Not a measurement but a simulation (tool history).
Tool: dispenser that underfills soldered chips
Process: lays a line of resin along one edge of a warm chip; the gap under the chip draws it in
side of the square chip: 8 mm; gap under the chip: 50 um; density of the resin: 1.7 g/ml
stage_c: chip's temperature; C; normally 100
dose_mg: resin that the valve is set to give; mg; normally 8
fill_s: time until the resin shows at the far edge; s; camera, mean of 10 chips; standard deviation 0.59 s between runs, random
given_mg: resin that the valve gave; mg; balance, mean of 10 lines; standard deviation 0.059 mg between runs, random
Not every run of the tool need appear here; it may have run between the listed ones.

run 1 hour=0 | stage_c=100 dose_mg=8 | fill_s=62.2 given_mg=7.76
-- hour=2.7 new syringe of resin
run 2 hour=4.2 | stage_c=100 dose_mg=8 | fill_s=54 given_mg=7.68
run 3 hour=7.7 | stage_c=100 dose_mg=8 | fill_s=65.2 given_mg=7.79
-- hour=9.6 new syringe of resin
run 4 hour=10.6 | stage_c=100 dose_mg=8 | fill_s=51.4 given_mg=7.65
run 5 hour=14.6 | stage_c=93 dose_mg=8 | fill_s=85.7 given_mg=7.61
-- hour=16.4 new syringe of resin
run 6 hour=18.4 | stage_c=93 dose_mg=8 | fill_s=77 given_mg=7.66
-- hour=23.6 new syringe of resin
run 7 hour=23.7 | stage_c=100 dose_mg=9.46 | fill_s=49.5 given_mg=8.94
run 8 hour=26.3 | stage_c=100 dose_mg=9.46 | fill_s=55.4 given_mg=8.95
run 9 hour=28.7 | stage_c=100 dose_mg=9.46 | fill_s=63.8 given_mg=8.98
-- hour=30.5 new syringe of resin
run 10 hour=33.1 | stage_c=100 dose_mg=8 | fill_s=57.8 given_mg=7.51
-- hour=37.6 new syringe of resin
run 11 hour=38.8 | stage_c=111 dose_mg=8.83 | fill_s=32.3 given_mg=8.37
-- hour=44.4 new syringe of resin
run 12 hour=44.4 | stage_c=85 dose_mg=8 | fill_s=101.8 given_mg=7.44
run 13 hour=48.2 | stage_c=95 dose_mg=8.24 | fill_s=76.5 given_mg=7.65
-- hour=51.4 new syringe of resin
-- hour=52.4 dispensing valve cleaned and set on the balance
run 14 hour=54.5 | stage_c=97 dose_mg=9.16 | fill_s=64 given_mg=9.15
-- hour=59.2 new syringe of resin
run 15 hour=59.7 | stage_c=110 dose_mg=7.56 | fill_s=33.9 given_mg=7.55
run 16 hour=63.3 | stage_c=100 dose_mg=9.54 | fill_s=60.1 given_mg=9.52
-- hour=66.5 new syringe of resin
run 17 hour=66.9 | stage_c=104 dose_mg=9.71 | fill_s=40.9 given_mg=9.69
run 18 hour=70.5 | stage_c=103 dose_mg=8.94 | fill_s=51.8 given_mg=8.79
-- hour=73.4 new syringe of resin
run 19 hour=75.3 | stage_c=110 dose_mg=8 | fill_s=34.2 given_mg=7.79
run 20 hour=77.8 | stage_c=110 dose_mg=8 | fill_s=39.8 given_mg=7.84

What if the next run were any one of these 4? Each begins from the tool's condition after run 20:
-- hour=80.7 new syringe of resin
run A hour=81.3 | stage_c=87 dose_mg=7.38 | fill_s=? given_mg=?
-- hour=80.7 new syringe of resin
run B hour=81.3 | stage_c=103 dose_mg=8.92 | fill_s=? given_mg=?
-- hour=80.7 new syringe of resin
run C hour=81.3 | stage_c=100 dose_mg=8.42 | fill_s=? given_mg=?
-- hour=80.7 new syringe of resin
run D hour=81.3 | stage_c=110 dose_mg=7.51 | fill_s=? given_mg=?

run=A fill_s=95.4 given_mg=7.21
run=B fill_s=44.8 given_mg=8.77
run=C fill_s=50.7 given_mg=8.38
run=D fill_s=34 given_mg=7.43
Stripped of hidden state, with their random variation kept, the same runs would have yielded:
run=A fill_s=95.7 given_mg=7.34
run=B fill_s=44.9 given_mg=8.93
run=C fill_s=50.8 given_mg=8.53
run=D fill_s=34 given_mg=7.57
